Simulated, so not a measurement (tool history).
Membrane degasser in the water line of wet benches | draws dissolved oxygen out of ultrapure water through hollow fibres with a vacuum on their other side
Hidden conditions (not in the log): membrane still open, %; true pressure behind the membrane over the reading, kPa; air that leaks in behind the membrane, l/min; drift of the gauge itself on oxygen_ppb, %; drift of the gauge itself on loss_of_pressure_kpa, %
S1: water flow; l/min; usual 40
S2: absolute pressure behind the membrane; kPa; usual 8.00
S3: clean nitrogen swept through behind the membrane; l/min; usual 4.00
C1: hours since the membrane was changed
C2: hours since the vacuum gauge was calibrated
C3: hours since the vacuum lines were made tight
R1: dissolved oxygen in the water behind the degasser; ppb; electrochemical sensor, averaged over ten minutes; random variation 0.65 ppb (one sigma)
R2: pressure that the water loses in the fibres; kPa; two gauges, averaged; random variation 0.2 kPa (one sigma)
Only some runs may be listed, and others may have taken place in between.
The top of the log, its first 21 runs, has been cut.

{"run": 22, "hour": 2656.7, "S1": 40, "S2": 8.0, "S3": 3.61, "C1": 9480, "C2": 1249, "C3": 5792, "R1": 136.7, "R2": 48.26}
{"run": 23, "hour": 2737.9, "S1": 30, "S2": 5.38, "S3": 11.05, "C1": 9561, "C2": 1330, "C3": 5873, "R1": 18.2, "R2": 36.38}
{"run": 24, "hour": 2859.8, "S1": 30, "S2": 5.38, "S3": 11.05, "C1": 9683, "C2": 1452, "C3": 5995, "R1": 18.3, "R2": 36.05}
{"run": 25, "hour": 2991.8, "S1": 30, "S2": 5.38, "S3": 11.05, "C1": 9815, "C2": 1584, "C3": 6127, "R1": 18.0, "R2": 36.52}
{"run": 26, "hour": 3078.6, "S1": 40, "S2": 8.0, "S3": 2.79, "C1": 9902, "C2": 1671, "C3": 6214, "R1": 169.1, "R2": 48.33}
{"run": 27, "hour": 3206.8, "S1": 47, "S2": 5.17, "S3": 3.75, "C1": 10030, "C2": 1799, "C3": 6342, "R1": 80.4, "R2": 57.1}
{"run": 28, "hour": 3356.2, "S1": 47, "S2": 5.17, "S3": 3.75, "C1": 10180, "C2": 1948, "C3": 6491, "R1": 79.9, "R2": 57.03}
{"run": 29, "hour": 3466.4, "S1": 28, "S2": 15.26, "S3": 3.3, "C1": 10290, "C2": 2059, "C3": 6602, "R1": 242.6, "R2": 34.17}
{"run": 30, "hour": 3541.4, "S1": 28, "S2": 15.26, "S3": 3.95, "C1": 10365, "C2": 2134, "C3": 6677, "R1": 205.8, "R2": 34.63}
{"run": 31, "hour": 3706.3, "S1": 40, "S2": 11.22, "S3": 3.54, "C1": 10530, "C2": 2299, "C3": 6841, "R1": 223.0, "R2": 48.29}
{"run": 32, "hour": 3833.8, "S1": 38, "S2": 4.81, "S3": 3.3, "C1": 10657, "C2": 2426, "C3": 6969, "R1": 56.4, "R2": 46.13}

4 ways to go on from here, each from the tool as it stands after run 32. What would each give?
{"run": "A", "hour": 3969.3, "S1": 38, "S2": 5.89, "S3": 3.3, "C1": 10793, "C2": 2562, "C3": 7104, "R1": "?", "R2": "?"}
{"run": "B", "hour": 3969.3, "S1": 38, "S2": 4.81, "S3": 5.23, "C1": 10793, "C2": 2562, "C3": 7104, "R1": "?", "R2": "?"}
{"run": "C", "hour": 3969.3, "S1": 40, "S2": 9.21, "S3": 8.94, "C1": 10793, "C2": 2562, "C3": 7104, "R1": "?", "R2": "?"}
{"run": "D", "hour": 3969.3, "S1": 28, "S2": 4.81, "S3": 8.58, "C1": 10793, "C2": 2562, "C3": 7104, "R1": "?", "R2": "?"}

run=A R1=84.5 R2=46.26
run=B R1=39.1 R2=46.47
run=C R1=78.8 R2=48.82
run=D R1=16.6 R2=34.08
With no hidden state in the tool, these same runs would have given:
run=A R1=76.5 R2=42.62
run=B R1=32.7 R2=42.85
run=C R1=71.9 R2=45.00
run=D R1=14.2 R2=31.41

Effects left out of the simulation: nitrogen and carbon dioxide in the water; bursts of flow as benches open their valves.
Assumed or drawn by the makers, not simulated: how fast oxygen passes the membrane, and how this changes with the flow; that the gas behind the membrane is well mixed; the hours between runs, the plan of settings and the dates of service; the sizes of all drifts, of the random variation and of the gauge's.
